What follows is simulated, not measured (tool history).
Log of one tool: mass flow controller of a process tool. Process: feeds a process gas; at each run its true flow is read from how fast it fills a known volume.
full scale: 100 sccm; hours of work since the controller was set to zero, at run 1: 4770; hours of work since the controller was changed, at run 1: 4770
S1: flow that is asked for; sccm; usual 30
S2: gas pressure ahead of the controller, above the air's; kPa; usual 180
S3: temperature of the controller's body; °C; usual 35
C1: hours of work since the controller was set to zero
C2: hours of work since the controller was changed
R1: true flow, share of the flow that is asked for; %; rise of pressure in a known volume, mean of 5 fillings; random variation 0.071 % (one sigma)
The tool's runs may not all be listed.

run,hour,S1,S2,S3,C1,C2,R1
1,0,30,180,35,4770,4770,95.65
2,135.1,52,180,35,4857,4857,96.72
3,307.9,45,180,35,4967,4967,96.36
4,446.4,45,180,35,5056,5056,96.4
5,688,45,180,35,5210,5210,96.21
# hour 705: controller's zero set anew
6,962.9,45,180,35,165,5385,95.01
7,1232.1,30,180,35,337,5558,93.26
8,1417.5,30,180,35,455,5676,93.05
9,1684.8,30,180,35,626,5847,92.93
10,1815.3,35,180,30,710,5930,93.2
11,1995.4,30,146,35,825,6045,92.56
# hour 2144: controller's zero set anew, once more
12,2291.1,30,146,35,94,6234,97
13,2559.4,96,203,34,266,6406,98.12
14,2778.9,10,269,35,406,6546,96.88
15,2987.4,32,230,29,539,6679,96.46
16,3246.3,52,254,23,705,6845,96.57
17,3459.6,30,273,24,841,6981,96.02

3 ways to go on from here, each from the tool as it stands after run 17. What would each give?
A,3742.5,15,180,35,1022,7162,?
B,3742.5,27,273,24,1022,7162,?
C,3742.5,30,235,24,1022,7162,?

run,R1
A,95.73
B,95.89
C,95.71
Without the tool's hidden state the same runs would have given:
run,R1
A,99.8
B,99.49
C,99.25
